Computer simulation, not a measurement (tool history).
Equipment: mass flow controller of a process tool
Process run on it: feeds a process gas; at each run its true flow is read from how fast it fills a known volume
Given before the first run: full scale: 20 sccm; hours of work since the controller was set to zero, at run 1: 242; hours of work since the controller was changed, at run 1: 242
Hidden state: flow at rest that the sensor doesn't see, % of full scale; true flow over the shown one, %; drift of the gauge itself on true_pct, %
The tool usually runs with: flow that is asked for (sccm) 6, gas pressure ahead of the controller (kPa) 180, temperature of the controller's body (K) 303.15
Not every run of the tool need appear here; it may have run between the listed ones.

run,hour,flow that is asked for (sccm),gas pressure ahead of the controller (kPa),temperature of the controller's body (K),hours of work since the controller was set to zero,hours of work since the controller was changed,true flow (%)
1,0,6,180,303.15,242,242,98.27
2,203.5,6,180,303.15,400,400,98.27
3,382.9,6,180,303.15,539,539,98.23
4,668.5,6,180,303.15,761,761,98.24
5,1017.8,6,180,303.15,1033,1033,98.24
6,1323.8,6,180,298.15,1271,1271,97.67
7,1543,6,180,310.15,1441,1441,98.89
8,1830.3,6,180,294.15,1664,1664,97.17
9,2163.3,6,180,294.15,1923,1923,97.38
10,2475.6,6,180,294.15,2166,2166,97.42
11,2692.6,6,180,294.15,2335,2335,97.32
12,2939.8,6,180,294.15,2527,2527,97.4
13,3205.2,6,180,294.15,2733,2733,97.35
14,3379,19,180,294.15,2868,2868,99.46
15,3734,19,180,294.15,3144,3144,99.48
16,4071.8,19,180,294.15,3406,3406,99.47
17,4263.1,19,180,294.15,3555,3555,99.48
18,4429.2,6,184,303.15,3684,3684,98.18
19,4766.4,6,237,303.15,3946,3946,97.97
20,4972,6,237,303.15,4106,4106,97.96
21,5240,6,237,303.15,4314,4314,97.96
22,5573.8,6,237,303.15,4574,4574,97.93
23,5761.5,6,180,303.15,4720,4720,98.24
24,5948.5,8,232,298.15,4865,4865,97.77
25,6231.9,6,140,303.15,5085,5085,98.51
26,6467.1,7,199,303.15,5268,5268,98.16
27,6771.5,6,180,309.15,5505,5505,98.74
28,7068.8,6,180,309.15,5736,5736,98.91
29,7281,4,191,303.15,5901,5901,97.75
30,7503.5,11,199,310.15,6073,6073,99.73
31,7810,19,208,298.15,6312,6312,99.66
32,8170.5,19,208,298.15,6592,6592,99.75
# hour 8433.3: controller's zero set anew
33,8499.1,19,208,298.15,51,6847,99.84
34,8669.5,6,211,295.15,184,6979,97.28
35,9027.9,6,194,295.15,462,7258,97.31
36,9375.6,6,172,303.15,732,7528,98.3
37,9613.4,6,172,303.15,917,7713,98.07
38,9782,19,155,297.15,1048,7844,99.98
39,9988.8,19,155,297.15,1209,8005,99.9
40,10172.3,6,157,303.15,1351,8147,98.22
41,10490.1,7,159,303.15,1599,8394,98.38
42,10819.8,7,154,303.15,1855,8650,98.45
43,11175.4,17,184,303.15,2131,8927,99.99
44,11383.2,17,210,308.15,2293,9088,100.35
45,11643.9,17,210,308.15,2495,9291,100.43

Alternative continuations, all from the tool just after run 45; predict every row:
A,11897.7,17,210,296.15,2692,9488,?
B,11897.7,6,212,303.15,2692,9488,?
C,11897.7,19,210,308.15,2692,9488,?
D,11897.7,17,212,301.15,2692,9488,?
E,11897.7,17,212,308.15,2692,9488,?

run,true flow (%)
A,99.29
B,97.97
C,100.62
D,99.75
E,100.44
Stripped of hidden state, with their random variation kept, the same runs would have yielded:
run,true flow (%)
A,99.31
B,97.99
C,100.64
D,99.76
E,100.46

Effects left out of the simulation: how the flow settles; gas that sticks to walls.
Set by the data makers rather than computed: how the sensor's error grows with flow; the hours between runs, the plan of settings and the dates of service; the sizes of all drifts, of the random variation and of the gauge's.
